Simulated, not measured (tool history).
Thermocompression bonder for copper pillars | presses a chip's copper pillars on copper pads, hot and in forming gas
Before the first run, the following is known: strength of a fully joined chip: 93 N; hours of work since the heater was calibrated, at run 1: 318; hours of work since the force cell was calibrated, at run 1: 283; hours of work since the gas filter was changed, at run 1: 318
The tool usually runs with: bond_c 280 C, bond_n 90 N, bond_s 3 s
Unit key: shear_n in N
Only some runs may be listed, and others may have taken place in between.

| run | hour | bond_c | bond_n | bond_s | hours of work since the heater was calibrated | hours of work since the force cell was calibrated | hours of work since the gas filter was changed | shear_n |
|---|---|---|---|---|---|---|---|---|
| 1 | 0 | 280 | 90 | 3 | 318 | 283 | 318 | 64 |
| 2 | 49.5 | 280 | 90 | 3 | 339 | 303 | 339 | 62.2 |
|  | 63.2 | forming gas filter changed |
| 3 | 110 | 280 | 90 | 3 | 363 | 328 | 19 | 66.2 |
| 4 | 163.4 | 280 | 90 | 3 | 385 | 350 | 41 | 66 |
| 5 | 197.6 | 280 | 90 | 3 | 399 | 364 | 55 | 67.1 |
| 6 | 259.4 | 280 | 90 | 4 | 425 | 390 | 81 | 71.2 |
| 7 | 293.7 | 280 | 90 | 3 | 439 | 404 | 95 | 66.3 |
| 8 | 352.3 | 280 | 90 | 4 | 463 | 428 | 119 | 70.5 |
| 9 | 384.9 | 280 | 90 | 4 | 476 | 441 | 132 | 70.9 |
| 10 | 420.4 | 280 | 90 | 4 | 491 | 456 | 147 | 69.2 |
| 11 | 463.6 | 280 | 90 | 3 | 509 | 474 | 165 | 65 |
| 12 | 508.6 | 280 | 90 | 3 | 527 | 492 | 183 | 65.1 |
| 13 | 537.3 | 280 | 90 | 3 | 539 | 504 | 195 | 65.4 |
| 14 | 573.2 | 280 | 90 | 3 | 554 | 519 | 210 | 64.4 |
| 15 | 607.5 | 280 | 90 | 3 | 568 | 533 | 224 | 65.5 |
| 16 | 643 | 273 | 125 | 3 | 583 | 548 | 239 | 71 |
| 17 | 693.2 | 258 | 90 | 3 | 603 | 568 | 259 | 55.5 |
|  | 699.8 | heater calibrated with a thermocouple chip |
| 18 | 723.9 | 309 | 57 | 3 | 10 | 580 | 271 | 63.1 |
| 19 | 763.7 | 299 | 93 | 2 | 26 | 596 | 288 | 65.4 |
| 20 | 793.2 | 299 | 93 | 2 | 38 | 609 | 300 | 65.5 |
|  | 801.8 | heater calibrated with a thermocouple chip, once more |
| 21 | 833.4 | 274 | 91 | 2 | 13 | 624 | 315 | 53.8 |
| 22 | 877.9 | 254 | 91 | 2 | 31 | 643 | 334 | 45.1 |
|  | 901.8 | forming gas filter changed |
| 23 | 912.6 | 253 | 56 | 2 | 45 | 657 | 4 | 35.5 |
| 24 | 956.3 | 253 | 56 | 2 | 63 | 675 | 22 | 36.2 |
| 25 | 1017.2 | 280 | 90 | 6 | 88 | 700 | 48 | 76.7 |
| 26 | 1053.4 | 293 | 90 | 6 | 103 | 715 | 62 | 80.8 |
| 27 | 1091.8 | 293 | 90 | 6 | 119 | 730 | 78 | 79.9 |
| 28 | 1144.4 | 293 | 90 | 6 | 141 | 752 | 100 | 79.7 |
| 29 | 1205.3 | 293 | 90 | 2 | 166 | 777 | 125 | 63.4 |
| 30 | 1262.6 | 293 | 90 | 2 | 190 | 801 | 149 | 63.7 |

What differs in the tool's unlogged condition from the final listed run ahead of each entry between runs to the first listed run following it?
Between runs 2 and 3: forming gas filter changed (hour 63.2)
  true temperature of the bond over the reading, C: 2 -> 2.2; oxide that the forming gas leaves, % of the face: 6.48 -> 0.85
  measured result minus the result with no hidden state, shear_n: -3.5 -> +0.3 N
Between runs 17 and 18: heater calibrated with a thermocouple chip (hour 699.8)
  true temperature of the bond over the reading, C: 3.8 -> 5.3; oxide that the forming gas leaves, % of the face: 4.96 -> 5.16
  measured result minus the result with no hidden state, shear_n: -1.4 -> -1.7 N
Between runs 20 and 21: heater calibrated with a thermocouple chip, once more (hour 801.8)
  true temperature of the bond over the reading, C: 5.5 -> 1.2; oxide that the forming gas leaves, % of the face: 5.65 -> 5.92
  measured result minus the result with no hidden state, shear_n: -2.1 -> -3.2 N
Between runs 22 and 23: forming gas filter changed (hour 901.8)
  true temperature of the bond over the reading, C: 1.3 -> 1.4; oxide that the forming gas leaves, % of the face: 6.23 -> 0.62
  measured result minus the result with no hidden state, shear_n: -2.8 -> +0 N
